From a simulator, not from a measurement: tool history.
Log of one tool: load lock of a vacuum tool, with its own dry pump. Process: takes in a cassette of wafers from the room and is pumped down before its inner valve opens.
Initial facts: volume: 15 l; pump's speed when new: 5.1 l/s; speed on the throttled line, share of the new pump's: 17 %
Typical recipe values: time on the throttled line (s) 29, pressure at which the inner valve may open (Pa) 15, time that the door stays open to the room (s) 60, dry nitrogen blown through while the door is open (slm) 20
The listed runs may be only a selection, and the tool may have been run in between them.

run	hour	time on the throttled line (s)	pressure at which the inner valve may open (Pa)	time that the door stays open to the room (s)	dry nitrogen blown through while the door is open (slm)	incoming humidity of the room's air, %	time from the closed door until the inner valve may open (s)	rise of the pressure with all valves shut (Pa/min)
1	0	29	15	60	20	50.7	51.3	0.047
2	81.9	29	21	60	20	45	49.8	0.054
3	154.9	29	21	60	20	46.7	49.9	0.055
4	262.2	29	15	60	20	44.6	51.5	0.05
5	352.7	25	15	60	20	43.3	48	0.058
6	427.4	48	15	60	20	47.3	67.8	0.055
7	515.2	29	15	168	20	44	51.1	0.063
8	593.8	29	15	168	20	43.8	51.3	0.069
9	665.6	29	15	168	20	45	51.5	0.069
10	720.7	29	15	168	20	50.5	51.5	0.069
11	782	29	15	60	20	45.8	51.5	0.056
12	894.4	29	15	60	20	46.3	51.8	0.059
13	997.6	29	18	60	20	44.4	51.3	0.06
14	1050.7	29	18	76	20	43	50.3	0.061
15	1137.4	19	25	76	20	43.5	40.8	0.066
16	1229.1	29	18	41	20	42.6	50.6	0.064
17	1308.8	29	12	41	20	45.1	52.3	0.065
18	1412.9	36	13	60	15	44.9	57.9	0.065
19	1524.7	36	13	60	15	46.3	58.2	0.067
20	1574.2	29	15	89	4	48	51.9	0.089
21	1648.4	29	15	60	20	44.2	51.7	0.07
22	1739.4	29	15	60	20	43.4	51.5	0.065
23	1815.6	29	15	60	20	47.6	51.7	0.066
24	1889.1	37	29	33	6	50.5	56.1	0.081
25	1953.1	23	29	72	6	44	44.8	0.083
26	2035.3	53	15	58	15	41.3	71.4	0.073

Forecast each of these 4 alternatives for the next run:
A	2093.9	34	15	137	7	46	?	?
B	2093.9	53	15	58	19	47.5	?	?
C	2093.9	31	15	52	16	43.9	?	?
D	2093.9	53	15	58	7	45.2	?	?

run	time from the closed door until the inner valve may open (s)	rise of the pressure with all valves shut (Pa/min)
A	56.8	0.089
B	72.1	0.077
C	53	0.078
D	71.3	0.081
Take away the tool's hidden state, keep each run's random variation, and the runs would have read:
run	time from the closed door until the inner valve may open (s)	rise of the pressure with all valves shut (Pa/min)
A	55	0.041
B	70.6	0.03
C	51.2	0.031
D	69.8	0.033

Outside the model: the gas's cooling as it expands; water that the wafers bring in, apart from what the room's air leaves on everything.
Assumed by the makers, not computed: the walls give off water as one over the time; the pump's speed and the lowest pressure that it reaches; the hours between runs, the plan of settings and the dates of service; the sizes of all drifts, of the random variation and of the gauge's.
